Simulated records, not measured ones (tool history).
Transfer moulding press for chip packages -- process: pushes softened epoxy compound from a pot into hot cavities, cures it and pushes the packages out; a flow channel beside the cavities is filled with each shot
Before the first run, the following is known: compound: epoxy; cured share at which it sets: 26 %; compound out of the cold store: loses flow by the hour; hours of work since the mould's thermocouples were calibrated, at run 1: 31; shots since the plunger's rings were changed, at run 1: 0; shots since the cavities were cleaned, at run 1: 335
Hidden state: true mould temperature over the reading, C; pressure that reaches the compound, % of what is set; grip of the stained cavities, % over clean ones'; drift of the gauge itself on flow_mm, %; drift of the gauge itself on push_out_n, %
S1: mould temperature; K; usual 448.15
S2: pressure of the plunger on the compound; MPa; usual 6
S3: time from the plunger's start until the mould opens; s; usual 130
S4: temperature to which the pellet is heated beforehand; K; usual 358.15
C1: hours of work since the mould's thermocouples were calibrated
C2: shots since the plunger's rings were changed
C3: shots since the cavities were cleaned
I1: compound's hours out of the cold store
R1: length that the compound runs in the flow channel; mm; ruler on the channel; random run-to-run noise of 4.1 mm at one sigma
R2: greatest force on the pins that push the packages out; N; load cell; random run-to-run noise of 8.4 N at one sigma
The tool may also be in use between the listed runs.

Run 1, hour 0: usual settings; C1 31; C2 0; C3 335; I1 38.1. Result: R1 508 mm, R2 572 N.
Run 2, hour 4.5: usual settings but S4 359.15 K; C1 34; C2 42; C3 377; I1 31.3. Result: R1 531 mm, R2 604 N.
Run 3, hour 11.3: usual settings but S1 455.15 K; C1 38; C2 106; C3 441; I1 21.2. Result: R1 558 mm, R2 569 N.
Run 4, hour 16.8: usual settings but S1 455.15 K; C1 41; C2 157; C3 492; I1 31.9. Result: R1 517 mm, R2 581 N.
Run 5, hour 25.7: usual settings; C1 47; C2 240; C3 575; I1 10.1. Result: R1 623 mm, R2 669 N.
At hour 28.3: cavities cleaned with cleaning compound and waxed.
Run 6, hour 33.4: usual settings; C1 51; C2 299; C3 48; I1 35.9. Result: R1 513 mm, R2 886 N.
Run 7, hour 42: usual settings but S3 151 s; C1 56; C2 379; C3 128; I1 35.8. Result: R1 515 mm, R2 767 N.
Run 8, hour 49.8: usual settings but S3 151 s; C1 61; C2 452; C3 201; I1 24.4. Result: R1 552 mm, R2 779 N.
Run 9, hour 58.5: usual settings but S3 150 s; C1 67; C2 533; C3 282; I1 25.6. Result: R1 551 mm, R2 772 N.
Run 10, hour 62.4: usual settings but S3 150 s; C1 69; C2 570; C3 319; I1 43.9. Result: R1 486 mm, R2 775 N.
Run 11, hour 66.1: usual settings but S4 350.15 K; C1 71; C2 605; C3 354; I1 36.5. Result: R1 514 mm, R2 776 N.
At hour 71: cavities cleaned with cleaning compound and waxed, once more.
Run 12, hour 76.8: usual settings but S4 350.15 K; C1 77; C2 691; C3 55; I1 30.9. Result: R1 525 mm, R2 401 N.
Run 13, hour 85.8: usual settings but S4 350.15 K; C1 83; C2 775; C3 139; I1 15.1. Result: R1 587 mm, R2 471 N.
Run 14, hour 94: usual settings but S4 350.15 K; C1 88; C2 852; C3 216; I1 8. Result: R1 621 mm, R2 548 N.
Run 15, hour 100.5: usual settings but S3 139 s, S4 351.15 K; C1 92; C2 913; C3 277; I1 34.6. Result: R1 519 mm, R2 547 N.
Run 16, hour 108.9: usual settings but S1 445.15 K, S2 6.21 MPa, S3 138 s, S4 356.15 K; C1 97; C2 992; C3 356; I1 26. Result: R1 569 mm, R2 617 N.
Run 17, hour 113.3: usual settings but S2 7.04 MPa, S3 115 s, S4 350.15 K; C1 100; C2 1033; C3 397; I1 25.4. Result: R1 593 mm, R2 692 N.
Run 18, hour 121.2: usual settings but S2 4.56 MPa, S3 119 s, S4 350.15 K; C1 105; C2 1107; C3 471; I1 34.9. Result: R1 451 mm, R2 702 N.
Run 19, hour 126.1: usual settings but S1 447.15 K, S4 365.15 K; C1 108; C2 1152; C3 516; I1 22.8. Result: R1 564 mm, R2 641 N.
At hour 135.2: cavities cleaned with cleaning compound and waxed.
Run 20, hour 136.1: usual settings but S1 447.15 K, S4 365.15 K; C1 114; C2 1232; C3 8; I1 14.1. Result: R1 589 mm, R2 397 N.
Run 21, hour 140.4: usual settings but S1 451.15 K, S2 6.57 MPa, S4 353.15 K; C1 116; C2 1272; C3 48; I1 29.1. Result: R1 554 mm, R2 394 N.
Run 22, hour 148.7: usual settings but S1 449.15 K, S2 4.74 MPa, S3 110 s, S4 368.15 K; C1 122; C2 1351; C3 127; I1 26.2. Result: R1 482 mm, R2 527 N.
Run 23, hour 157.2: usual settings but S1 449.15 K, S2 4.74 MPa, S3 110 s, S4 368.15 K; C1 127; C2 1430; C3 206; I1 24.9. Result: R1 487 mm, R2 574 N.
Run 24, hour 162: usual settings but S1 456.15 K, S2 6.78 MPa, S3 157 s, S4 355.15 K; C1 130; C2 1475; C3 251; I1 10.1. Result: R1 622 mm, R2 516 N.
Run 25, hour 166.8: usual settings but S1 456.15 K, S2 6.78 MPa, S3 115 s, S4 350.15 K; C1 133; C2 1520; C3 296; I1 36.4. Result: R1 520 mm, R2 512 N.
Run 26, hour 172.8: usual settings but S1 456.15 K, S2 6.78 MPa, S3 115 s, S4 350.15 K; C1 137; C2 1576; C3 352; I1 34.5. Result: R1 526 mm, R2 564 N.
Run 27, hour 179.3: usual settings but S1 456.15 K, S2 6.78 MPa, S3 115 s, S4 350.15 K; C1 141; C2 1637; C3 413; I1 25.8. Result: R1 569 mm, R2 593 N.
Run 28, hour 184.6: usual settings but S1 456.15 K, S2 6.78 MPa, S3 115 s, S4 350.15 K; C1 144; C2 1687; C3 463; I1 26.8. Result: R1 546 mm, R2 603 N.

What differs in the tool's unlogged condition from the final listed run ahead of each entry between runs to the first listed run following it?
Runs 5 to 6: cavities cleaned with cleaning compound and waxed (hour 28.3)
  pressure that reaches the compound, % of what is set: 99.21 -> 99.07; grip of the stained cavities, % over clean ones': 79.3 -> 129
  measured less the result without the state, R1: -2 -> -2 mm; R2: +297 -> +496 N
Runs 11 to 12: cavities cleaned with cleaning compound and waxed, once more (hour 71)
  true mould temperature over the reading, C: 0 -> 0.01; pressure that reaches the compound, % of what is set: 98.33 -> 98.11; grip of the stained cavities, % over clean ones': 118.3 -> 13.7
  measured less the result without the state, R1: -4 -> -5 mm; R2: +419 -> +49 N
Runs 19 to 20: cavities cleaned with cleaning compound and waxed (hour 135.2)
  pressure that reaches the compound, % of what is set: 96.98 -> 96.78; grip of the stained cavities, % over clean ones': 75.3 -> 6.8
  measured less the result without the state, R1: -8 -> -9 mm; R2: +273 -> +25 N
